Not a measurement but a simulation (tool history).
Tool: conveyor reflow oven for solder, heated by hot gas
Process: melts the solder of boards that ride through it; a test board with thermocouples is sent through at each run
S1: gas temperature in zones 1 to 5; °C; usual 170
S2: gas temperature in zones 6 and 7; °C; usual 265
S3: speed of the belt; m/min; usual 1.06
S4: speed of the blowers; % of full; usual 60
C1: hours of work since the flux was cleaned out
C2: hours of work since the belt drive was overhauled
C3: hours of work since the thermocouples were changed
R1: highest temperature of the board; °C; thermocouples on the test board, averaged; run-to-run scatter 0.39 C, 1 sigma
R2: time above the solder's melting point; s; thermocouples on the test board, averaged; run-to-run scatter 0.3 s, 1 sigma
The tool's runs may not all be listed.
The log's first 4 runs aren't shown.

Run 5, hour 148.3: usual settings; C1 103; C2 608; C3 30. Result: R1 242.2 °C, R2 27.3 s.
Run 6, hour 204.5: usual settings; C1 143; C2 648; C3 69. Result: R1 241.6 °C, R2 26.8 s.
Run 7, hour 255.4: usual settings but S4 52 % of full; C1 179; C2 684; C3 105. Result: R1 238.3 °C, R2 24.3 s.
Run 8, hour 290.1: usual settings but S4 52 % of full; C1 203; C2 709; C3 130. Result: R1 238.6 °C, R2 23.9 s.
Run 9, hour 325.6: usual settings but S4 52 % of full; C1 229; C2 734; C3 155. Result: R1 238.5 °C, R2 23.3 s.
Run 10, hour 374.1: usual settings but S4 52 % of full; C1 263; C2 768; C3 189. Result: R1 237.4 °C, R2 23.5 s.
Run 11, hour 406.7: usual settings; C1 286; C2 791; C3 212. Result: R1 239.7 °C, R2 25 s.
At hour 448.7: flux residue cleaned out of gas plates and filters.
Run 12, hour 454.7: usual settings but S1 164 °C; C1 4; C2 821; C3 243. Result: R1 236.5 °C, R2 21.4 s.
Run 13, hour 501.3: usual settings but S1 164 °C; C1 37; C2 854; C3 276. Result: R1 235.6 °C, R2 20.8 s.
Run 14, hour 545.4: usual settings but S1 164 °C; C1 68; C2 885; C3 307. Result: R1 235.1 °C, R2 21 s.
Run 15, hour 586: usual settings but S1 164 °C; C1 97; C2 914; C3 335. Result: R1 234.8 °C, R2 20.1 s.

Run 16 comes next. What will it give?
Run 16, hour 616.3: usual settings but S4 81 % of full; C1 118; C2 935; C3 357. Result: R1 ?, R2 ?.

R1: 240.2 °C
R2: 26 s
On a tool with no hidden condition, and with the same random variation, this run would have come out at R1 247.7 °C, R2 31 s.
